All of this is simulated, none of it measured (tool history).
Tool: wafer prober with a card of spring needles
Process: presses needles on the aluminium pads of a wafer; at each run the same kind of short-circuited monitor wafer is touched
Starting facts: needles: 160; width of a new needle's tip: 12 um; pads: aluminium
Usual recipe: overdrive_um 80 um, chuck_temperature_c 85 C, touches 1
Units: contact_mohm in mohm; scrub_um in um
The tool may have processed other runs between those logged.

{"run": 1, "hour": 0.0, "overdrive_um": 80, "chuck_temperature_c": 85, "touches": 1, "contact_mohm": 235, "scrub_um": 22.09}
{"run": 2, "hour": 4.0, "overdrive_um": 80, "chuck_temperature_c": 85, "touches": 1, "contact_mohm": 237, "scrub_um": 22.12}
{"run": 3, "hour": 12.9, "overdrive_um": 63, "chuck_temperature_c": 85, "touches": 1, "contact_mohm": 240, "scrub_um": 17.43}
{"run": 4, "hour": 21.6, "overdrive_um": 63, "chuck_temperature_c": 85, "touches": 1, "contact_mohm": 238, "scrub_um": 17.4}
{"run": 5, "hour": 30.5, "overdrive_um": 63, "chuck_temperature_c": 85, "touches": 1, "contact_mohm": 239, "scrub_um": 17.46}
{"hour": 32.6, "done": "tips cleaned on abrasive film"}
{"run": 6, "hour": 39.0, "overdrive_um": 80, "chuck_temperature_c": 85, "touches": 3, "contact_mohm": 238, "scrub_um": 22.15}
{"run": 7, "hour": 47.9, "overdrive_um": 80, "chuck_temperature_c": 85, "touches": 3, "contact_mohm": 237, "scrub_um": 22.2}
{"run": 8, "hour": 54.4, "overdrive_um": 92, "chuck_temperature_c": 85, "touches": 1, "contact_mohm": 238, "scrub_um": 25.59}
{"run": 9, "hour": 62.1, "overdrive_um": 80, "chuck_temperature_c": 85, "touches": 1, "contact_mohm": 238, "scrub_um": 22.16}
{"hour": 65.4, "done": "tips cleaned on abrasive film"}
{"run": 10, "hour": 67.7, "overdrive_um": 81, "chuck_temperature_c": 85, "touches": 1, "contact_mohm": 234, "scrub_um": 22.43}
{"run": 11, "hour": 75.3, "overdrive_um": 81, "chuck_temperature_c": 85, "touches": 1, "contact_mohm": 234, "scrub_um": 22.5}
{"run": 12, "hour": 83.5, "overdrive_um": 80, "chuck_temperature_c": 85, "touches": 1, "contact_mohm": 236, "scrub_um": 22.25}
{"run": 13, "hour": 87.6, "overdrive_um": 63, "chuck_temperature_c": 85, "touches": 1, "contact_mohm": 240, "scrub_um": 17.45}
{"run": 14, "hour": 93.4, "overdrive_um": 63, "chuck_temperature_c": 85, "touches": 1, "contact_mohm": 241, "scrub_um": 17.49}
{"hour": 98.6, "done": "tips cleaned on abrasive film"}
{"run": 15, "hour": 99.3, "overdrive_um": 63, "chuck_temperature_c": 85, "touches": 1, "contact_mohm": 242, "scrub_um": 17.5}
{"run": 16, "hour": 107.4, "overdrive_um": 63, "chuck_temperature_c": 85, "touches": 1, "contact_mohm": 241, "scrub_um": 17.48}
{"run": 17, "hour": 116.3, "overdrive_um": 63, "chuck_temperature_c": 85, "touches": 1, "contact_mohm": 239, "scrub_um": 17.52}
{"run": 18, "hour": 120.8, "overdrive_um": 63, "chuck_temperature_c": 85, "touches": 1, "contact_mohm": 238, "scrub_um": 17.53}
{"run": 19, "hour": 129.1, "overdrive_um": 91, "chuck_temperature_c": 113, "touches": 2, "contact_mohm": 245, "scrub_um": 25.25}
{"hour": 131.4, "done": "tips cleaned on abrasive film"}
{"run": 20, "hour": 137.3, "overdrive_um": 80, "chuck_temperature_c": 77, "touches": 1, "contact_mohm": 240, "scrub_um": 22.28}
{"run": 21, "hour": 142.1, "overdrive_um": 80, "chuck_temperature_c": 88, "touches": 3, "contact_mohm": 239, "scrub_um": 22.28}
{"run": 22, "hour": 147.0, "overdrive_um": 80, "chuck_temperature_c": 88, "touches": 3, "contact_mohm": 240, "scrub_um": 22.25}
{"run": 23, "hour": 152.8, "overdrive_um": 80, "chuck_temperature_c": 42, "touches": 1, "contact_mohm": 225, "scrub_um": 22.28}
{"run": 24, "hour": 160.3, "overdrive_um": 80, "chuck_temperature_c": 42, "touches": 1, "contact_mohm": 227, "scrub_um": 22.24}
{"hour": 164.1, "done": "tips cleaned on abrasive film"}
{"run": 25, "hour": 165.1, "overdrive_um": 64, "chuck_temperature_c": 47, "touches": 2, "contact_mohm": 227, "scrub_um": 17.91}
{"run": 26, "hour": 173.5, "overdrive_um": 64, "chuck_temperature_c": 47, "touches": 2, "contact_mohm": 229, "scrub_um": 17.79}
{"run": 27, "hour": 182.1, "overdrive_um": 98, "chuck_temperature_c": 47, "touches": 1, "contact_mohm": 224, "scrub_um": 27.4}
{"run": 28, "hour": 189.6, "overdrive_um": 68, "chuck_temperature_c": 88, "touches": 1, "contact_mohm": 241, "scrub_um": 18.98}
{"run": 29, "hour": 194.3, "overdrive_um": 68, "chuck_temperature_c": 88, "touches": 1, "contact_mohm": 236, "scrub_um": 18.92}
{"hour": 196.8, "done": "tips cleaned on abrasive film"}
{"run": 30, "hour": 199.6, "overdrive_um": 68, "chuck_temperature_c": 88, "touches": 1, "contact_mohm": 235, "scrub_um": 18.93}
{"run": 31, "hour": 208.5, "overdrive_um": 68, "chuck_temperature_c": 88, "touches": 1, "contact_mohm": 239, "scrub_um": 19.03}
{"run": 32, "hour": 216.1, "overdrive_um": 67, "chuck_temperature_c": 111, "touches": 2, "contact_mohm": 245, "scrub_um": 18.66}
{"run": 33, "hour": 223.1, "overdrive_um": 70, "chuck_temperature_c": 85, "touches": 2, "contact_mohm": 241, "scrub_um": 19.62}
{"hour": 225.2, "done": "gauge calibrated"}
{"hour": 229.7, "done": "tips cleaned on abrasive film"}
{"run": 34, "hour": 231.6, "overdrive_um": 87, "chuck_temperature_c": 28, "touches": 2, "contact_mohm": 222, "scrub_um": 23.95}
{"run": 35, "hour": 238.3, "overdrive_um": 87, "chuck_temperature_c": 28, "touches": 2, "contact_mohm": 220, "scrub_um": 24.02}

For some of the steps in scrub_um from one run to the next: how much would appear even if the tool had no hidden state, given the settings, what came in and random variation, and how much remains for the hidden state plus any gauge scatter that the measured result and the result without hidden state don't share?
What the log doesn't record here: debris on the tips, nm; way that the needles fall short of the set height, um; tips' diameter, um; drift of the gauge itself on contact_mohm, %; drift of the gauge itself on scrub_um, %.
Run 18 -> 19: overdrive_um 63 -> 91, chuck_temperature_c 85 -> 113, touches 1 -> 2. scrub_um +7.72 um: hidden state +0.07, all else +7.65.
Run 26 -> 27: overdrive_um 64 -> 98, touches 2 -> 1. scrub_um +9.61 um: hidden state +0.11, all else +9.50.
Run 27 -> 28: overdrive_um 98 -> 68, chuck_temperature_c 47 -> 88. scrub_um -8.42 um: hidden state -0.08, all else -8.34.
Run 33 -> 34: overdrive_um 70 -> 87, chuck_temperature_c 85 -> 28, gauge calibrated, tips cleaned on abrasive film. scrub_um +4.33 um: hidden state -0.24, all else +4.57.
